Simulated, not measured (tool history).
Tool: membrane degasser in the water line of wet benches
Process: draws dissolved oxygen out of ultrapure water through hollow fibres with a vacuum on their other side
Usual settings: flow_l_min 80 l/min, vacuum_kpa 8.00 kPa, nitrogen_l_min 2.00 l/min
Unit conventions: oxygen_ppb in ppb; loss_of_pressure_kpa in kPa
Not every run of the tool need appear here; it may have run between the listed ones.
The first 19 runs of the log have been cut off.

run    hour  flow_l_min  vacuum_kpa  nitrogen_l_min  hours since the membrane was changed  hours since the vacuum gauge was calibrated  hours since the vacuum lines were made tight  oxygen_ppb  loss_of_pressure_kpa
 20   864.3         108       12.58            2.00                                  1793                                         4845                                          2857      1151.9                 87.07
 21   920.5         108       12.58            2.00                                  1849                                         4901                                          2914      1164.3                 86.24
 22   962.1          80       12.67            1.66                                  1891                                         4942                                          2955       969.7                 64.21
 23  1001.1         126       16.02            2.89                                  1930                                         4981                                          2994      1375.0                101.36
 24  1066.5          80        8.04            2.41                                  1995                                         5047                                          3060       484.6                 64.12
 25  1102.2          80        8.04            2.41                                  2031                                         5082                                          3095       490.0                 64.10
 26  1135.9          49        5.27            2.41                                  2065                                         5116                                          3129       137.2                 39.35
 27  1180.5          49        5.27            2.41                                  2109                                         5161                                          3174       139.4                 39.32
 28  1229.9          80       14.48            4.45                                  2159                                         5210                                          3223       582.5                 64.36
 29  1282.6          60        8.25            4.98                                  2211                                         5263                                          3276       209.9                 47.63
 30  1321.5          80        8.00            4.64                                  2250                                         5302                                          3315       342.9                 64.07
 31  1372.9          80        8.00            4.64                                  2302                                         5353                                          3366       336.4                 64.21

Predict each of these 3 candidate next runs independently; none follows another, all start after run 31:
  A  1426.8          80        8.00            1.87                                  2356                                         5407                                          3420           ?                     ?
  B  1426.8         107        5.31            3.56                                  2356                                         5407                                          3420           ?                     ?
  C  1426.8          53        8.00            4.64                                  2356                                         5407                                          3420           ?                     ?

run  oxygen_ppb  loss_of_pressure_kpa
  A       546.0                 64.50
  B       447.8                 86.26
  C       174.9                 42.55
Without the tool's unlogged condition, the same runs would have read:
run  oxygen_ppb  loss_of_pressure_kpa
  A       503.4                 63.74
  B       408.3                 85.24
  C       159.2                 42.06
